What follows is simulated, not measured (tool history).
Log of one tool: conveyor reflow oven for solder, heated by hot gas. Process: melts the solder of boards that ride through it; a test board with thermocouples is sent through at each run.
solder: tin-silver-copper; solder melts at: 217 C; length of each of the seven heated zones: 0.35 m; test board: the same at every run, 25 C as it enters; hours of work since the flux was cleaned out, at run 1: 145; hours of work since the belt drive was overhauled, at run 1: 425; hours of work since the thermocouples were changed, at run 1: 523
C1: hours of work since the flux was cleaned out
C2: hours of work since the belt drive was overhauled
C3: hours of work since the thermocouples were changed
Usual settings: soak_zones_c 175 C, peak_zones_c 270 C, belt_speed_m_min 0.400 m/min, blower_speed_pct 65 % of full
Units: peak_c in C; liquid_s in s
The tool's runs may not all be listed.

run 1 hour=0.0 | soak_zones_c=175 peak_zones_c=270 belt_speed_m_min=0.400 blower_speed_pct=65 | C1=145 C2=425 C3=523 | peak_c=256.7 liquid_s=85.4
run 2 hour=42.1 | soak_zones_c=177 peak_zones_c=270 belt_speed_m_min=0.400 blower_speed_pct=65 | C1=171 C2=452 C3=550 | peak_c=257.7 liquid_s=86.3
-- hour=55.9 flux residue cleaned out of gas plates and filters
run 3 hour=75.9 | soak_zones_c=177 peak_zones_c=270 belt_speed_m_min=0.400 blower_speed_pct=65 | C1=13 C2=470 C3=568 | peak_c=258.2 liquid_s=87.5
run 4 hour=100.4 | soak_zones_c=175 peak_zones_c=270 belt_speed_m_min=0.400 blower_speed_pct=65 | C1=28 C2=485 C3=584 | peak_c=257.5 liquid_s=86.0
run 5 hour=130.2 | soak_zones_c=175 peak_zones_c=270 belt_speed_m_min=0.400 blower_speed_pct=65 | C1=47 C2=505 C3=603 | peak_c=257.0 liquid_s=86.3
run 6 hour=168.7 | soak_zones_c=175 peak_zones_c=270 belt_speed_m_min=0.400 blower_speed_pct=88 | C1=72 C2=529 C3=628 | peak_c=260.3 liquid_s=89.5
run 7 hour=203.9 | soak_zones_c=175 peak_zones_c=270 belt_speed_m_min=0.438 blower_speed_pct=88 | C1=94 C2=551 C3=650 | peak_c=258.4 liquid_s=79.3
run 8 hour=252.4 | soak_zones_c=175 peak_zones_c=270 belt_speed_m_min=0.438 blower_speed_pct=88 | C1=125 C2=582 C3=681 | peak_c=257.8 liquid_s=78.8
-- hour=260.3 belt drive overhauled, speed set with a stopwatch
run 9 hour=311.6 | soak_zones_c=175 peak_zones_c=270 belt_speed_m_min=0.438 blower_speed_pct=88 | C1=160 C2=33 C3=716 | peak_c=258.0 liquid_s=78.8
-- hour=343.5 flux residue cleaned out of gas plates and filters
run 10 hour=355.7 | soak_zones_c=175 peak_zones_c=265 belt_speed_m_min=0.438 blower_speed_pct=88 | C1=8 C2=58 C3=741 | peak_c=254.0 liquid_s=76.9
-- hour=371.6 thermocouples of zones 6 and 7 changed
run 11 hour=400.8 | soak_zones_c=175 peak_zones_c=270 belt_speed_m_min=0.400 blower_speed_pct=76 | C1=35 C2=85 C3=19 | peak_c=260.7 liquid_s=89.1
run 12 hour=437.2 | soak_zones_c=175 peak_zones_c=270 belt_speed_m_min=0.375 blower_speed_pct=76 | C1=58 C2=108 C3=42 | peak_c=261.5 liquid_s=96.4
run 13 hour=471.2 | soak_zones_c=175 peak_zones_c=270 belt_speed_m_min=0.400 blower_speed_pct=65 | C1=80 C2=130 C3=64 | peak_c=258.6 liquid_s=87.5
run 14 hour=521.3 | soak_zones_c=175 peak_zones_c=270 belt_speed_m_min=0.400 blower_speed_pct=65 | C1=112 C2=162 C3=95 | peak_c=258.4 liquid_s=87.1
run 15 hour=555.4 | soak_zones_c=175 peak_zones_c=270 belt_speed_m_min=0.400 blower_speed_pct=65 | C1=134 C2=184 C3=117 | peak_c=258.1 liquid_s=86.7
-- hour=567.3 belt drive overhauled, speed set with a stopwatch, once more
run 16 hour=610.5 | soak_zones_c=172 peak_zones_c=264 belt_speed_m_min=0.468 blower_speed_pct=69 | C1=166 C2=28 C3=150 | peak_c=247.5 liquid_s=62.0
-- hour=631.8 flux residue cleaned out of gas plates and filters
run 17 hour=661.8 | soak_zones_c=172 peak_zones_c=264 belt_speed_m_min=0.468 blower_speed_pct=69 | C1=19 C2=57 C3=179 | peak_c=248.4 liquid_s=63.7
run 18 hour=688.7 | soak_zones_c=172 peak_zones_c=264 belt_speed_m_min=0.468 blower_speed_pct=69 | C1=36 C2=74 C3=196 | peak_c=248.4 liquid_s=63.3
run 19 hour=723.4 | soak_zones_c=172 peak_zones_c=264 belt_speed_m_min=0.468 blower_speed_pct=69 | C1=58 C2=96 C3=219 | peak_c=248.3 liquid_s=63.1
run 20 hour=765.9 | soak_zones_c=172 peak_zones_c=274 belt_speed_m_min=0.468 blower_speed_pct=61 | C1=86 C2=123 C3=246 | peak_c=255.2 liquid_s=68.5
run 21 hour=800.5 | soak_zones_c=174 peak_zones_c=270 belt_speed_m_min=0.400 blower_speed_pct=80 | C1=108 C2=146 C3=268 | peak_c=259.7 liquid_s=87.4
run 22 hour=846.9 | soak_zones_c=175 peak_zones_c=270 belt_speed_m_min=0.379 blower_speed_pct=65 | C1=137 C2=175 C3=297 | peak_c=258.0 liquid_s=91.8
run 23 hour=899.7 | soak_zones_c=184 peak_zones_c=281 belt_speed_m_min=0.464 blower_speed_pct=88 | C1=171 C2=209 C3=331 | peak_c=267.5 liquid_s=83.2
-- hour=914.3 flux residue cleaned out of gas plates and filters
run 24 hour=948.9 | soak_zones_c=171 peak_zones_c=260 belt_speed_m_min=0.400 blower_speed_pct=65 | C1=22 C2=237 C3=359 | peak_c=248.0 liquid_s=75.4
run 25 hour=978.6 | soak_zones_c=171 peak_zones_c=260 belt_speed_m_min=0.400 blower_speed_pct=65 | C1=41 C2=256 C3=378 | peak_c=248.0 liquid_s=75.2
run 26 hour=1012.5 | soak_zones_c=182 peak_zones_c=280 belt_speed_m_min=0.435 blower_speed_pct=65 | C1=63 C2=278 C3=400 | peak_c=265.5 liquid_s=86.9
run 27 hour=1048.3 | soak_zones_c=175 peak_zones_c=270 belt_speed_m_min=0.329 blower_speed_pct=65 | C1=85 C2=300 C3=423 | peak_c=262.0 liquid_s=110.2

Forecast run 28:
run 28 hour=1084.3 | soak_zones_c=169 peak_zones_c=277 belt_speed_m_min=0.368 blower_speed_pct=59 | C1=108 C2=323 C3=446 | peak_c=? liquid_s=?

{"run 28": {"peak_c": 264.1, "liquid_s": 96.3}}
Without the tool's hidden state the same run would have given peak_c 265.8 C, liquid_s 97.1 s.
